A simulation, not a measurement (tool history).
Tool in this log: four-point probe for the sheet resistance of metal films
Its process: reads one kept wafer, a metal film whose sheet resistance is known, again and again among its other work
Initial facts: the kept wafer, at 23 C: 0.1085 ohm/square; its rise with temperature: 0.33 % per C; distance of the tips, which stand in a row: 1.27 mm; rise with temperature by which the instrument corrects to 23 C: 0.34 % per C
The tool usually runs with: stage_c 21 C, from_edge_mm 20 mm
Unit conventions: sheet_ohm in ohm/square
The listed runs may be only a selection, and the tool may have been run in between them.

| run | hour | stage_c | from_edge_mm | sheet_ohm |
|---|---|---|---|---|
| 1 | 0 | 21 | 20 | 0.107654 |
| 2 | 90.8 | 21 | 20 | 0.107622 |
| 3 | 149.8 | 21 | 20 | 0.107644 |
| 4 | 243.6 | 21 | 20 | 0.107565 |
| 5 | 336.5 | 21 | 20 | 0.107495 |
| 6 | 404.8 | 21 | 20 | 0.107441 |
|  | 487.8 | new probe head fitted |
| 7 | 515.7 | 21 | 20 | 0.108728 |
| 8 | 587.1 | 22 | 25 | 0.108666 |
| 9 | 675.8 | 23 | 49 | 0.108447 |
|  | 683.5 | stage's thermometer calibrated |
| 10 | 745.5 | 22 | 7 | 0.110246 |
| 11 | 833.7 | 20 | 3 | 0.117848 |
| 12 | 893.1 | 20 | 3 | 0.117839 |
| 13 | 979 | 24 | 13 | 0.1088 |
|  | 1016.6 | stage's thermometer calibrated, once more |
| 14 | 1059.4 | 28 | 5 | 0.11196 |

Difference, measured minus no-hidden-state, one row per run. Run-to-run variation is common to both terms; the gauge's own scatter need not be:
Hidden state at play: inner tips' distance over the nominal, %; tips' flats over new ones', %; wafer's true temperature over the reading, C; drift of the gauge itself on sheet_ohm, %.
| run | sheet_ohm |
|---|---|
| 1 | -0.001131 |
| 2 | -0.001162 |
| 3 | -0.001182 |
| 4 | -0.001214 |
| 5 | -0.001244 |
| 6 | -0.001262 |
| 7 | -0.000029 |
| 8 | -0.000051 |
| 9 | -0.000079 |
| 10 | -0.000166 |
| 11 | -0.00021 |
| 12 | -0.000231 |
| 13 | -0.000238 |
| 14 | -0.000116 |
